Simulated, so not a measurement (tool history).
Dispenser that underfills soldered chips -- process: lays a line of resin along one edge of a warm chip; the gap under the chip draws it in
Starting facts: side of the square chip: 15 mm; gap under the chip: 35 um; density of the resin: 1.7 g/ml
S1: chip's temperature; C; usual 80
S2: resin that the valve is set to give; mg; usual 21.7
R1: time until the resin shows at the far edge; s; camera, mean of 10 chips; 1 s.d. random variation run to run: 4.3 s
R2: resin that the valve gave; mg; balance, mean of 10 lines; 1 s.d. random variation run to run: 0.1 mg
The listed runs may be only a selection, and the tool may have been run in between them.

{"run": 1, "hour": 0.0, "S1": 80, "S2": 21.7, "R1": 483.2, "R2": 21.42}
{"run": 2, "hour": 6.7, "S1": 80, "S2": 21.7, "R1": 736.5, "R2": 21.32}
{"run": 3, "hour": 13.0, "S1": 80, "S2": 21.7, "R1": 491.1, "R2": 21.31}
{"run": 4, "hour": 17.7, "S1": 87, "S2": 21.7, "R1": 515.4, "R2": 21.39}
{"run": 5, "hour": 20.9, "S1": 87, "S2": 21.7, "R1": 633.8, "R2": 21.45}
{"run": 6, "hour": 24.7, "S1": 80, "S2": 21.7, "R1": 448, "R2": 21.39}
{"run": 7, "hour": 29.9, "S1": 80, "S2": 21.7, "R1": 621.8, "R2": 21.15}
{"run": 8, "hour": 32.7, "S1": 81, "S2": 25.3, "R1": 709.9, "R2": 24.7}
{"run": 9, "hour": 38.4, "S1": 69, "S2": 21.4, "R1": 682.2, "R2": 21}
{"run": 10, "hour": 43.0, "S1": 78, "S2": 21.7, "R1": 648, "R2": 21.26}
{"run": 11, "hour": 49.1, "S1": 75, "S2": 24.7, "R1": 1054.1, "R2": 23.97}
{"run": 12, "hour": 52.8, "S1": 84, "S2": 21.6, "R1": 448.1, "R2": 21.08}
{"run": 13, "hour": 58.9, "S1": 91, "S2": 25.7, "R1": 504.9, "R2": 24.89}
{"run": 14, "hour": 61.8, "S1": 74, "S2": 25.1, "R1": 1058.6, "R2": 24.26}

Removed from this log: 4 entries logged between the listed runs. Between which two listed runs does each belong, and how does the tool's hidden state at the listed run before it compare with that at the listed run after it?
After run 2, before run 3: new syringe of resin (hour 11.2)
  resin's viscosity, % of fresh resin's: 170 -> 111.7; dose that the valve gives, % of what is set: 98.57 -> 98.4; true chip temperature over the reading, C: -0.26 -> -0.29
  difference, measured minus the result without the unlogged condition, R1: +307.9 -> +56.5 s; R2: -0.31 -> -0.35 mg
After run 5, before run 6: new syringe of resin (hour 24.4)
  resin's viscosity, % of fresh resin's: 182.4 -> 101.6; dose that the valve gives, % of what is set: 98.13 -> 98.01; true chip temperature over the reading, C: -0.34 -> -0.36
  difference, measured minus the result without the unlogged condition, R1: +290.8 -> +13.5 s; R2: -0.4 -> -0.44 mg
After run 8, before run 9: new syringe of resin (hour 37.5)
  resin's viscosity, % of fresh resin's: 168.3 -> 104.3; dose that the valve gives, % of what is set: 97.74 -> 97.56; true chip temperature over the reading, C: -0.4 -> -0.43
  difference, measured minus the result without the unlogged condition, R1: +294.2 -> +40.1 s; R2: -0.57 -> -0.52 mg
After run 11, before run 12: new syringe of resin (hour 50.5)
  resin's viscosity, % of fresh resin's: 204 -> 114.5; dose that the valve gives, % of what is set: 97.2 -> 97.08; true chip temperature over the reading, C: -0.49 -> -0.51
  difference, measured minus the result without the unlogged condition, R1: +547.2 -> +64.7 s; R2: -0.69 -> -0.64 mg
